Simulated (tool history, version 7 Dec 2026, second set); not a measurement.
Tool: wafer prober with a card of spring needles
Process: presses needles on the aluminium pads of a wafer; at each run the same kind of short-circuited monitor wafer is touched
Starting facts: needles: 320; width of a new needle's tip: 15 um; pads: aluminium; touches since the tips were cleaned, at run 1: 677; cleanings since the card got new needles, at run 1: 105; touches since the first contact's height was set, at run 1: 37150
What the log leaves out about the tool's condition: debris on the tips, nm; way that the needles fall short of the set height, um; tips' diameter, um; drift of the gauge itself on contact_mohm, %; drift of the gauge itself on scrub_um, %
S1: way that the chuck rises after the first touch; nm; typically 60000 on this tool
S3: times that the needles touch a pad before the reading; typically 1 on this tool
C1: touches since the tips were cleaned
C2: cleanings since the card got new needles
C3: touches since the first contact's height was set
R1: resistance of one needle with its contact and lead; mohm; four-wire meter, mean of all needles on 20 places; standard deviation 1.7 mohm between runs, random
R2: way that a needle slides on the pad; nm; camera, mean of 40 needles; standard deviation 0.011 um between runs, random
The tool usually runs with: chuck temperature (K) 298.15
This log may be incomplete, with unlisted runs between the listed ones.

run 1 day=0.000 | S1=60000 chuck_temperature_(K)=298.15 S3=1 | C1=677 C2=105 C3=37150 | R1=182 R2=7730
-- day=0.567 tips cleaned on abrasive film
-- day=1.325 tips cleaned on abrasive film
run 2 day=1.812 | S1=60000 chuck_temperature_(K)=298.15 S3=1 | C1=5944 C2=107 C3=59053 | R1=239 R2=7720
-- day=1.971 tips cleaned on abrasive film
-- day=2.708 tips cleaned on abrasive film
-- day=3.404 tips cleaned on abrasive film
run 3 day=3.533 | S1=60000 chuck_temperature_(K)=298.15 S3=1 | C1=1591 C2=110 C3=79768 | R1=198 R2=7670
-- day=4.108 tips cleaned on abrasive film
-- day=4.817 tips cleaned on abrasive film
run 4 day=5.225 | S1=60000 chuck_temperature_(K)=298.15 S3=1 | C1=4970 C2=112 C3=100184 | R1=235 R2=7690
-- day=5.533 tips cleaned on abrasive film
-- day=6.288 tips cleaned on abrasive film
run 5 day=6.404 | S1=60000 chuck_temperature_(K)=298.15 S3=1 | C1=1445 C2=114 C3=114374 | R1=200 R2=7640
-- day=7.008 tips cleaned on abrasive film
-- day=7.750 tips cleaned on abrasive film
-- day=8.467 tips cleaned on abrasive film
run 6 day=8.467 | S1=60000 chuck_temperature_(K)=298.15 S3=1 | C1=0 C2=117 C3=139213 | R1=180 R2=7610
-- day=8.921 tips cleaned on abrasive film, once more
-- day=9.612 tips cleaned on abrasive film
-- day=10.367 tips cleaned on abrasive film
run 7 day=10.658 | S1=60000 chuck_temperature_(K)=298.15 S3=1 | C1=3508 C2=120 C3=165640 | R1=228 R2=7560
-- day=11.083 tips cleaned on abrasive film
-- day=11.233 height of the first contact set anew
-- day=11.838 tips cleaned on abrasive film
-- day=12.446 tips cleaned on abrasive film
run 8 day=12.779 | S1=60000 chuck_temperature_(K)=298.15 S3=1 | C1=4034 C2=123 C3=18623 | R1=233 R2=7770
-- day=13.079 tips cleaned on abrasive film
-- day=13.796 tips cleaned on abrasive film
-- day=14.483 tips cleaned on abrasive film
-- day=15.217 tips cleaned on abrasive film
run 9 day=15.525 | S1=60000 chuck_temperature_(K)=298.15 S3=1 | C1=3712 C2=127 C3=51735 | R1=228 R2=7710
-- day=15.942 tips cleaned on abrasive film
-- day=16.667 tips cleaned on abrasive film
-- day=17.271 tips cleaned on abrasive film
run 10 day=17.279 | S1=60000 chuck_temperature_(K)=298.15 S3=1 | C1=57 C2=130 C3=72850 | R1=179 R2=7690
-- day=17.996 tips cleaned on abrasive film
-- day=18.721 tips cleaned on abrasive film
-- day=19.475 tips cleaned on abrasive film
run 11 day=19.700 | S1=60000 chuck_temperature_(K)=298.15 S3=1 | C1=2715 C2=133 C3=102073 | R1=212 R2=7660
-- day=20.142 tips cleaned on abrasive film
-- day=20.850 tips cleaned on abrasive film
-- day=21.492 tips cleaned on abrasive film
run 12 day=21.492 | S1=60000 chuck_temperature_(K)=298.15 S3=1 | C1=0 C2=136 C3=123672 | R1=186 R2=7630
-- day=22.192 tips cleaned on abrasive film
-- day=22.892 tips cleaned on abrasive film
run 13 day=23.446 | S1=60000 chuck_temperature_(K)=298.15 S3=1 | C1=6754 C2=138 C3=147271 | R1=263 R2=7610
-- day=23.600 tips cleaned on abrasive film
-- day=24.308 tips cleaned on abrasive film
-- day=25.042 tips cleaned on abrasive film
run 14 day=25.088 | S1=60000 chuck_temperature_(K)=298.15 S3=1 | C1=572 C2=141 C3=167023 | R1=188 R2=7560
-- day=25.504 height of the first contact set anew
-- day=25.658 tips cleaned on abrasive film
-- day=26.417 tips cleaned on abrasive film
run 15 day=26.675 | S1=78000 chuck_temperature_(K)=298.15 S3=2 | C1=3152 C2=143 C3=14094 | R1=189 R2=10100
-- day=27.108 tips cleaned on abrasive film
-- day=27.825 tips cleaned on abrasive film
run 16 day=28.192 | S1=69000 chuck_temperature_(K)=364.15 S3=1 | C1=4433 C2=145 C3=32384 | R1=235 R2=8910
-- day=28.496 tips cleaned on abrasive film
-- day=29.254 tips cleaned on abrasive film
-- day=29.946 tips cleaned on abrasive film
run 17 day=30.200 | S1=60000 chuck_temperature_(K)=322.15 S3=3 | C1=3103 C2=148 C3=56590 | R1=199 R2=7720
-- day=30.654 tips cleaned on abrasive film
-- day=31.371 tips cleaned on abrasive film
-- day=32.083 tips cleaned on abrasive film
run 18 day=32.188 | S1=60000 chuck_temperature_(K)=322.15 S3=3 | C1=1294 C2=151 C3=80553 | R1=194 R2=7680
-- day=32.792 tips cleaned on abrasive film
-- day=33.533 tips cleaned on abrasive film
-- day=34.262 tips cleaned on abrasive film
run 19 day=34.833 | S1=63000 chuck_temperature_(K)=349.15 S3=1 | C1=6892 C2=154 C3=112463 | R1=263 R2=8020
-- day=34.988 tips cleaned on abrasive film
-- day=35.592 tips cleaned on abrasive film
-- day=36.304 tips cleaned on abrasive film
run 20 day=36.412 | S1=50000 chuck_temperature_(K)=349.15 S3=1 | C1=1323 C2=157 C3=131464 | R1=235 R2=6320
-- day=36.988 tips cleaned on abrasive film
-- day=37.704 tips cleaned on abrasive film
run 21 day=38.204 | S1=43000 chuck_temperature_(K)=373.15 S3=2 | C1=6083 C2=159 C3=153111 | R1=303 R2=5400
-- day=38.358 tips cleaned on abrasive film
-- day=39.079 tips cleaned on abrasive film
-- day=39.683 tips cleaned on abrasive film
-- day=39.846 height of the first contact set anew
-- day=40.392 tips cleaned on abrasive film
run 22 day=40.579 | S1=43000 chuck_temperature_(K)=373.15 S3=2 | C1=2265 C2=163 C3=8816 | R1=241 R2=5570
-- day=41.033 tips cleaned on abrasive film
-- day=41.771 tips cleaned on abrasive film
run 23 day=42.100 | S1=44000 chuck_temperature_(K)=298.15 S3=1 | C1=3992 C2=165 C3=27182 | R1=300 R2=5670
-- day=42.379 tips cleaned on abrasive film
-- day=43.112 tips cleaned on abrasive film
run 24 day=43.400 | S1=62000 chuck_temperature_(K)=387.15 S3=2 | C1=3483 C2=167 C3=42817 | R1=225 R2=8000
-- day=43.833 tips cleaned on abrasive film
-- day=44.588 tips cleaned on abrasive film
-- day=45.296 tips cleaned on abrasive film
run 25 day=45.296 | S1=64000 chuck_temperature_(K)=359.15 S3=2 | C1=0 C2=170 C3=65693 | R1=195 R2=8200
-- day=46.033 tips cleaned on abrasive film
run 26 day=46.600 | S1=64000 chuck_temperature_(K)=359.15 S3=2 | C1=6826 C2=171 C3=81427 | R1=231 R2=8170
-- day=46.742 tips cleaned on abrasive film
-- day=47.500 tips cleaned on abrasive film
-- day=48.200 tips cleaned on abrasive film
-- day=48.942 tips cleaned on abrasive film
run 27 day=49.096 | S1=62000 chuck_temperature_(K)=306.15 S3=1 | C1=1846 C2=175 C3=111504 | R1=216 R2=7890

4 ways to go on from here, each from the tool as it stands after run 27. What would each give?
-- day=49.675 tips cleaned on abrasive film
-- day=50.429 tips cleaned on abrasive film
-- day=51.171 tips cleaned on abrasive film
run A day=51.283 | S1=68000 chuck_temperature_(K)=305.15 S3=2 | C1=1357 C2=178 C3=137902 | R1=? R2=?
-- day=49.675 tips cleaned on abrasive film
-- day=50.429 tips cleaned on abrasive film
-- day=51.171 tips cleaned on abrasive film
run B day=51.283 | S1=72000 chuck_temperature_(K)=307.15 S3=1 | C1=1357 C2=178 C3=137902 | R1=? R2=?
-- day=49.675 tips cleaned on abrasive film
-- day=50.429 tips cleaned on abrasive film
-- day=51.171 tips cleaned on abrasive film
run C day=51.283 | S1=76000 chuck_temperature_(K)=336.15 S3=1 | C1=1357 C2=178 C3=137902 | R1=? R2=?
-- day=49.675 tips cleaned on abrasive film
-- day=50.429 tips cleaned on abrasive film
-- day=51.171 tips cleaned on abrasive film
run D day=51.283 | S1=49000 chuck_temperature_(K)=298.15 S3=2 | C1=1357 C2=178 C3=137902 | R1=? R2=?

run=A R1=191 R2=8630
run=B R1=195 R2=9170
run=C R1=198 R2=9660
run=D R1=212 R2=6190
Had the tool no hidden state, the same runs would have come out as:
run=A R1=168 R2=8810
run=B R1=165 R2=9350
run=C R1=171 R2=9840
run=D R1=172 R2=6370

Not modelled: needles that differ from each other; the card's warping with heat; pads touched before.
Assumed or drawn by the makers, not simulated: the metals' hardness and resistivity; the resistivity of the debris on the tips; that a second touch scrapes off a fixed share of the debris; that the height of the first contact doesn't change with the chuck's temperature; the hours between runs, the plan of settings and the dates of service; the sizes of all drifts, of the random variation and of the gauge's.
